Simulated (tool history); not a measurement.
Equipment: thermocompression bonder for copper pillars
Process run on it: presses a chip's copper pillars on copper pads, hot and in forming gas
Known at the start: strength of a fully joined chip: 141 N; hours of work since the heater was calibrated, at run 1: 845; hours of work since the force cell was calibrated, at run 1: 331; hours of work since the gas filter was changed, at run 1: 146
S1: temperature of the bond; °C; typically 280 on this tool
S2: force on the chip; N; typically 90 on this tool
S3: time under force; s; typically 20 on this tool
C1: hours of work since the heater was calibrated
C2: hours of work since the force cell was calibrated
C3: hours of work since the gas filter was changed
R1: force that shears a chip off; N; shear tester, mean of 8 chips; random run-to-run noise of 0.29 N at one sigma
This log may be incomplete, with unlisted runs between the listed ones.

run 1 day=0 | S1=280 S2=90 S3=20 | C1=845 C2=331 C3=146 | R1=83
run 2 day=1.7 | S1=280 S2=90 S3=20 | C1=867 C2=353 C3=168 | R1=82.4
run 3 day=3.162 | S1=280 S2=90 S3=20 | C1=886 C2=372 C3=187 | R1=82.9
run 4 day=4.258 | S1=280 S2=90 S3=20 | C1=901 C2=387 C3=202 | R1=83
run 5 day=5.821 | S1=280 S2=90 S3=20 | C1=921 C2=408 C3=222 | R1=82.4
run 6 day=6.742 | S1=280 S2=90 S3=20 | C1=934 C2=420 C3=235 | R1=82.2
run 7 day=7.921 | S1=280 S2=90 S3=20 | C1=949 C2=435 C3=250 | R1=82
-- day=8.621 forming gas filter changed
run 8 day=9.662 | S1=280 S2=90 S3=20 | C1=972 C2=458 C3=14 | R1=83.9
run 9 day=10.575 | S1=280 S2=90 S3=20 | C1=984 C2=470 C3=26 | R1=84
run 10 day=12.117 | S1=280 S2=90 S3=20 | C1=1004 C2=490 C3=46 | R1=84.4
run 11 day=13.146 | S1=280 S2=90 S3=20 | C1=1018 C2=504 C3=60 | R1=84.5
run 12 day=14.821 | S1=280 S2=90 S3=20 | C1=1040 C2=526 C3=82 | R1=83.4
run 13 day=15.658 | S1=280 S2=90 S3=20 | C1=1051 C2=537 C3=93 | R1=83.5
run 14 day=16.767 | S1=280 S2=90 S3=20 | C1=1066 C2=552 C3=108 | R1=83.7
run 15 day=18.483 | S1=253 S2=90 S3=20 | C1=1088 C2=574 C3=130 | R1=65.2
run 16 day=20.033 | S1=299 S2=99 S3=49 | C1=1109 C2=595 C3=151 | R1=120.3
run 17 day=21.962 | S1=290 S2=91 S3=10 | C1=1134 C2=620 C3=176 | R1=72.6
run 18 day=22.883 | S1=274 S2=63 S3=20 | C1=1146 C2=632 C3=188 | R1=57.7
run 19 day=24.712 | S1=293 S2=72 S3=13 | C1=1171 C2=657 C3=212 | R1=66.7
run 20 day=25.854 | S1=293 S2=72 S3=40 | C1=1186 C2=672 C3=227 | R1=93.6
run 21 day=26.942 | S1=286 S2=79 S3=18 | C1=1200 C2=686 C3=242 | R1=75.1
-- day=28.333 forming gas filter changed
run 22 day=28.396 | S1=279 S2=90 S3=23 | C1=1219 C2=705 C3=1 | R1=87.2
run 23 day=29.496 | S1=279 S2=90 S3=23 | C1=1234 C2=720 C3=15 | R1=87.3
run 24 day=31.288 | S1=306 S2=113 S3=49 | C1=1257 C2=743 C3=39 | R1=130.3
run 25 day=32.967 | S1=306 S2=113 S3=49 | C1=1279 C2=765 C3=61 | R1=129.7
run 26 day=34.646 | S1=306 S2=113 S3=49 | C1=1302 C2=788 C3=83 | R1=129.1
run 27 day=35.55 | S1=286 S2=104 S3=49 | C1=1313 C2=799 C3=95 | R1=117.3
run 28 day=37.254 | S1=286 S2=104 S3=49 | C1=1336 C2=822 C3=118 | R1=117.5

Branching from run 28: 5 alternative next runs. What would each branch give?
run A day=38.662 | S1=274 S2=56 S3=47 | C1=1355 C2=841 C3=136 | R1=?
run B day=38.662 | S1=299 S2=90 S3=13 | C1=1355 C2=841 C3=136 | R1=?
run C day=38.662 | S1=286 S2=68 S3=49 | C1=1355 C2=841 C3=136 | R1=?
run D day=38.662 | S1=286 S2=66 S3=20 | C1=1355 C2=841 C3=136 | R1=?
run E day=38.662 | S1=280 S2=65 S3=20 | C1=1355 C2=841 C3=136 | R1=?

run=A R1=70.3
run=B R1=84.6
run=C R1=92
run=D R1=67.5
run=E R1=63
Had the tool no hidden state, the same runs would have come out as:
run=A R1=71.8
run=B R1=86
run=C R1=93.7
run=D R1=68.8
run=E R1=64.3

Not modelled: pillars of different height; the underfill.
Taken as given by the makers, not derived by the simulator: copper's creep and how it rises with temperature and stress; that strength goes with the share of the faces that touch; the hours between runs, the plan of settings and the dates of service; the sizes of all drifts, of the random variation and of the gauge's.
